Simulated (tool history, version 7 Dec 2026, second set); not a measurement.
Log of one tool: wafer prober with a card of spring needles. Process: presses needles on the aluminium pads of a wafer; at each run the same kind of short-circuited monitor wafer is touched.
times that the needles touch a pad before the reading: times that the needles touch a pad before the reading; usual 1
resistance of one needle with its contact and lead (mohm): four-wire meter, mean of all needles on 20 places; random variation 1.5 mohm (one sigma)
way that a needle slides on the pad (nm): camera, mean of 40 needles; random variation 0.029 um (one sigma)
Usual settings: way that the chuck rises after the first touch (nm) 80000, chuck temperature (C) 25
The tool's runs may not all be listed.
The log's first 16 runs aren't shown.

run	hour	way that the chuck rises after the first touch (nm)	chuck temperature (C)	times that the needles touch a pad before the reading	resistance of one needle with its contact and lead (mohm)	way that a needle slides on the pad (nm)
17	215.3	88000	25	2	131	15310
18	227.7	88000	25	2	129	15230
# hour 232.1: tips cleaned on abrasive film
# hour 243: height of the first contact set anew
19	246.2	74000	25	3	136	12850
20	254	80000	94	3	144	13810
# hour 263.9: tips cleaned on abrasive film
21	267.1	69000	29	1	135	12000
22	275.3	75000	29	1	134	13000
23	292	80000	79	3	141	13870
# hour 296.4: tips cleaned on abrasive film
24	307.3	80000	79	3	142	13850
25	322.8	63000	25	1	136	10880
# hour 328.1: tips cleaned on abrasive film
26	335.2	63000	25	1	137	10870
27	347.6	63000	25	1	137	10900
28	358.5	63000	25	1	140	10900
# hour 359.9: tips cleaned on abrasive film
29	366.4	80000	69	2	140	13850
30	381.3	80000	69	2	139	13820
# hour 392.3: tips cleaned on abrasive film
31	393.5	80000	69	1	139	13800
32	409.9	76000	25	1	134	13080
# hour 423.9: tips cleaned on abrasive film
33	423.9	95000	81	1	137	16400
34	432.2	83000	34	2	134	14280

4 ways to go on from here, each from the tool as it stands after run 34. What would each give?
A	444.1	80000	36	2	?	?
B	444.1	83000	34	3	?	?
C	444.1	82000	118	1	?	?
D	444.1	90000	76	2	?	?

run	resistance of one needle with its contact and lead (mohm)	way that a needle slides on the pad (nm)
A	133	13760
B	133	14280
C	145	14140
D	139	15470
Without the tool's hidden state the same runs would have given:
run	resistance of one needle with its contact and lead (mohm)	way that a needle slides on the pad (nm)
A	133	14020
B	133	14550
C	144	14400
D	139	15760

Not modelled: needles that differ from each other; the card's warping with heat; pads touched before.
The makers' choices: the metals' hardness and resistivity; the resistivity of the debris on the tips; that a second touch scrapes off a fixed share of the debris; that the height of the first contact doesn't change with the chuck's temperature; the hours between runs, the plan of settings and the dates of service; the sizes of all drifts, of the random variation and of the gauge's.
